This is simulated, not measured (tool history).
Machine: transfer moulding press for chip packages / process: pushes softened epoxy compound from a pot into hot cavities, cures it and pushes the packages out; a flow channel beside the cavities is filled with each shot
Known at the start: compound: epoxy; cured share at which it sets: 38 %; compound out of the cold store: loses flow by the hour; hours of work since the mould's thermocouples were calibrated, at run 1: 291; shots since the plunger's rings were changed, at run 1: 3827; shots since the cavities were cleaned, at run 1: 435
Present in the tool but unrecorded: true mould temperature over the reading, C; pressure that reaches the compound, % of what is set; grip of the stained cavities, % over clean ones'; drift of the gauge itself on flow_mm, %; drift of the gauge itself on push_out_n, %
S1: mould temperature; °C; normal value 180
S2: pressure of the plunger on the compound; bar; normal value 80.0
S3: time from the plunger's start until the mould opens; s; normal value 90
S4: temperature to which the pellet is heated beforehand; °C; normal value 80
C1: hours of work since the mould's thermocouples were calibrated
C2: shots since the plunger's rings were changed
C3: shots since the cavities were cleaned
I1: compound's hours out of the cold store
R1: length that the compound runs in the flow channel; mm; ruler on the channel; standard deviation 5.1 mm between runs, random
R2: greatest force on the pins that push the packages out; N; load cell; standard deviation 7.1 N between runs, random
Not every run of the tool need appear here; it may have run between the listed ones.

{"run": 1, "day": 0.0, "S1": 180, "S2": 80.0, "S3": 90, "S4": 80, "C1": 291, "C2": 3827, "C3": 435, "I1": 27.8, "R1": 897, "R2": 559}
{"run": 2, "day": 0.796, "S1": 180, "S2": 80.0, "S3": 90, "S4": 80, "C1": 301, "C2": 4012, "C3": 620, "I1": 14.3, "R1": 967, "R2": 645}
{"run": 3, "day": 1.225, "S1": 180, "S2": 80.0, "S3": 90, "S4": 80, "C1": 306, "C2": 4111, "C3": 719, "I1": 19.0, "R1": 937, "R2": 634}
{"run": 4, "day": 1.933, "S1": 180, "S2": 80.0, "S3": 90, "S4": 80, "C1": 315, "C2": 4276, "C3": 884, "I1": 11.6, "R1": 976, "R2": 694}
{"run": 5, "day": 2.688, "S1": 180, "S2": 80.0, "S3": 90, "S4": 72, "C1": 324, "C2": 4451, "C3": 1059, "I1": 33.8, "R1": 855, "R2": 665}
{"day": 3.1, "done": "cavities cleaned with cleaning compound and waxed"}
{"day": 3.338, "done": "plunger's sealing rings changed"}
{"run": 6, "day": 3.804, "S1": 180, "S2": 80.0, "S3": 90, "S4": 80, "C1": 336, "C2": 108, "C3": 139, "I1": 9.1, "R1": 1078, "R2": 454}
{"run": 7, "day": 4.208, "S1": 180, "S2": 80.0, "S3": 90, "S4": 80, "C1": 341, "C2": 202, "C3": 233, "I1": 28.7, "R1": 963, "R2": 481}
{"run": 8, "day": 4.688, "S1": 180, "S2": 80.0, "S3": 90, "S4": 73, "C1": 347, "C2": 314, "C3": 345, "I1": 47.8, "R1": 864, "R2": 527}
{"run": 9, "day": 5.367, "S1": 180, "S2": 80.0, "S3": 90, "S4": 73, "C1": 355, "C2": 471, "C3": 502, "I1": 39.3, "R1": 895, "R2": 565}
{"run": 10, "day": 6.167, "S1": 180, "S2": 80.0, "S3": 90, "S4": 73, "C1": 365, "C2": 656, "C3": 687, "I1": 9.3, "R1": 1062, "R2": 685}
{"run": 11, "day": 6.762, "S1": 180, "S2": 80.0, "S3": 90, "S4": 73, "C1": 373, "C2": 795, "C3": 826, "I1": 44.5, "R1": 882, "R2": 601}
{"run": 12, "day": 7.396, "S1": 180, "S2": 74.0, "S3": 90, "S4": 73, "C1": 380, "C2": 942, "C3": 973, "I1": 18.9, "R1": 952, "R2": 672}
{"day": 8.225, "done": "cavities cleaned with cleaning compound and waxed"}
{"run": 13, "day": 8.225, "S1": 180, "S2": 74.0, "S3": 90, "S4": 73, "C1": 390, "C2": 1120, "C3": 0, "I1": 20.5, "R1": 947, "R2": 333}
{"run": 14, "day": 8.771, "S1": 180, "S2": 74.0, "S3": 129, "S4": 73, "C1": 397, "C2": 1246, "C3": 126, "I1": 31.5, "R1": 889, "R2": 323}
{"day": 9.283, "done": "mould's thermocouples calibrated"}
{"run": 15, "day": 9.458, "S1": 180, "S2": 74.0, "S3": 129, "S4": 73, "C1": 2, "C2": 1387, "C3": 267, "I1": 46.4, "R1": 815, "R2": 375}
{"run": 16, "day": 10.417, "S1": 180, "S2": 74.0, "S3": 129, "S4": 73, "C1": 14, "C2": 1610, "C3": 490, "I1": 21.0, "R1": 920, "R2": 438}
{"run": 17, "day": 10.888, "S1": 180, "S2": 74.0, "S3": 129, "S4": 73, "C1": 20, "C2": 1718, "C3": 598, "I1": 40.4, "R1": 845, "R2": 463}
{"run": 18, "day": 11.358, "S1": 176, "S2": 70.6, "S3": 75, "S4": 80, "C1": 26, "C2": 1828, "C3": 708, "I1": 34.5, "R1": 862, "R2": 1104}
{"run": 19, "day": 12.308, "S1": 176, "S2": 70.6, "S3": 75, "S4": 80, "C1": 37, "C2": 2048, "C3": 928, "I1": 42.5, "R1": 820, "R2": 1147}
{"run": 20, "day": 12.788, "S1": 177, "S2": 87.6, "S3": 87, "S4": 80, "C1": 43, "C2": 2160, "C3": 1040, "I1": 20.3, "R1": 1028, "R2": 871}
{"day": 13.308, "done": "cavities cleaned with cleaning compound and waxed"}
{"run": 21, "day": 13.308, "S1": 184, "S2": 80.6, "S3": 103, "S4": 83, "C1": 49, "C2": 2267, "C3": 1, "I1": 39.3, "R1": 841, "R2": 247}
{"run": 22, "day": 14.179, "S1": 184, "S2": 80.6, "S3": 103, "S4": 88, "C1": 60, "C2": 2468, "C3": 202, "I1": 21.4, "R1": 936, "R2": 362}
{"run": 23, "day": 14.779, "S1": 180, "S2": 73.4, "S3": 82, "S4": 85, "C1": 67, "C2": 2607, "C3": 341, "I1": 39.4, "R1": 821, "R2": 561}
{"run": 24, "day": 15.288, "S1": 180, "S2": 73.4, "S3": 82, "S4": 85, "C1": 73, "C2": 2726, "C3": 460, "I1": 25.4, "R1": 883, "R2": 647}
{"run": 25, "day": 16.0, "S1": 180, "S2": 73.4, "S3": 82, "S4": 85, "C1": 82, "C2": 2891, "C3": 625, "I1": 8.8, "R1": 963, "R2": 756}
{"run": 26, "day": 16.688, "S1": 180, "S2": 89.8, "S3": 74, "S4": 85, "C1": 91, "C2": 3050, "C3": 784, "I1": 34.0, "R1": 933, "R2": 909}
{"run": 27, "day": 17.175, "S1": 177, "S2": 80.0, "S3": 113, "S4": 83, "C1": 97, "C2": 3163, "C3": 897, "I1": 12.6, "R1": 1012, "R2": 568}
{"run": 28, "day": 17.65, "S1": 179, "S2": 80.0, "S3": 113, "S4": 89, "C1": 103, "C2": 3274, "C3": 1008, "I1": 39.4, "R1": 851, "R2": 514}

Forecast each of these 3 alternatives for the next run:
{"day": 18.275, "done": "cavities cleaned with cleaning compound and waxed"}
{"run": "A", "day": 18.612, "S1": 180, "S2": 88.8, "S3": 99, "S4": 85, "C1": 114, "C2": 3483, "C3": 78, "I1": 33.4, "R1": "?", "R2": "?"}
{"day": 18.275, "done": "cavities cleaned with cleaning compound and waxed"}
{"run": "B", "day": 18.612, "S1": 177, "S2": 62.1, "S3": 113, "S4": 89, "C1": 114, "C2": 3483, "C3": 78, "I1": 46.4, "R1": "?", "R2": "?"}
{"day": 18.275, "done": "cavities cleaned with cleaning compound and waxed"}
{"run": "C", "day": 18.612, "S1": 180, "S2": 84.4, "S3": 90, "S4": 80, "C1": 114, "C2": 3483, "C3": 78, "I1": 43.1, "R1": "?", "R2": "?"}

run=A R1=913 R2=320
run=B R1=727 R2=319
run=C R1=853 R2=356
Had the tool no hidden state, the same runs would have come out as:
run=A R1=983 R2=261
run=B R1=783 R2=260
run=C R1=919 R2=292
